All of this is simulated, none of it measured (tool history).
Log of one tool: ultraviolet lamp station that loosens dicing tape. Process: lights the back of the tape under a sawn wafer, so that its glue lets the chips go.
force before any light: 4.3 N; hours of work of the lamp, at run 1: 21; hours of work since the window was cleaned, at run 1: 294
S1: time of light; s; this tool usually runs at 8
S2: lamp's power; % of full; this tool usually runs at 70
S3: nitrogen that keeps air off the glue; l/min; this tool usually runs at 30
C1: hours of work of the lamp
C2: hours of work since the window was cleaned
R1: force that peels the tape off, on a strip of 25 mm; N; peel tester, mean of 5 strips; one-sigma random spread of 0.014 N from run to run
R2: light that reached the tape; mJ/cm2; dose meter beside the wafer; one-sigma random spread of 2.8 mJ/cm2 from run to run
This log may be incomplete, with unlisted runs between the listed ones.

run	hour	S1	S2	S3	C1	C2	R1	R2
1	0.0	8	70	30	21	294	0.625	405
2	9.7	8	70	30	25	298	0.632	404
3	15.2	8	70	30	28	301	0.630	401
4	23.6	8	70	30	32	305	0.647	407
5	33.0	8	70	30	37	310	0.633	406
6	38.6	8	70	30	40	313	0.640	403
7	47.8	8	70	30	44	317	0.628	402
8	52.8	8	70	30	47	320	0.633	401
9	58.1	8	70	30	49	322	0.616	406
10	68.5	8	70	30	54	327	0.602	404
11	78.1	8	70	30	59	332	0.597	404
12	86.9	8	70	39	63	336	0.544	402
13	98.3	8	70	39	69	342	0.586	402
14	109.6	8	70	30	75	348	0.629	406
15	116.4	8	61	30	78	351	0.790	349
16	124.8	8	61	30	82	355	0.770	352
17	133.0	8	61	30	86	359	0.781	348
18	144.1	8	61	30	92	365	0.829	353
19	149.8	8	70	30	94	367	0.630	405
20	159.2	8	70	30	99	372	0.654	399
21	166.6	8	70	30	103	376	0.621	398
22	176.9	9	70	30	108	381	0.491	454
23	181.9	8	80	52	110	383	0.393	462
24	189.7	11	62	11	114	387	0.721	491
25	198.6	11	62	11	118	391	0.722	484
26	204.9	8	70	10	121	395	1.029	406
27	217.0	8	70	10	127	400	0.982	402
28	229.1	6	70	18	133	406	1.220	303
29	238.3	7	95	12	138	411	0.701	471
30	243.8	6	77	25	141	414	0.932	331
31	251.7	6	77	25	145	418	0.934	329
32	256.9	9	70	21	147	420	0.593	458
33	265.6	11	74	11	151	424	0.505	581
34	274.7	11	74	11	156	429	0.509	581
35	281.7	11	74	11	159	432	0.502	588
36	290.7	11	74	11	164	437	0.513	585
37	302.4	8	89	11	170	443	0.654	512
38	311.3	4	62	39	174	447	1.731	179
39	318.9	4	61	39	178	451	1.695	174
# hour 326.8: window cleaned of glue's vapour
40	329.9	6	70	40	183	2	0.936	300
41	340.2	6	70	40	188	7	0.910	308
42	345.1	13	79	30	190	9	0.175	739
43	356.7	13	79	30	196	15	0.159	737

Entry by entry between the runs, the difference in hidden state between the last listed run before and the first listed run after:
Run 39 -> run 40: window cleaned of glue's vapour (hour 326.8)
  light that the window lets through, % of a clean one's: 99.9 -> 100
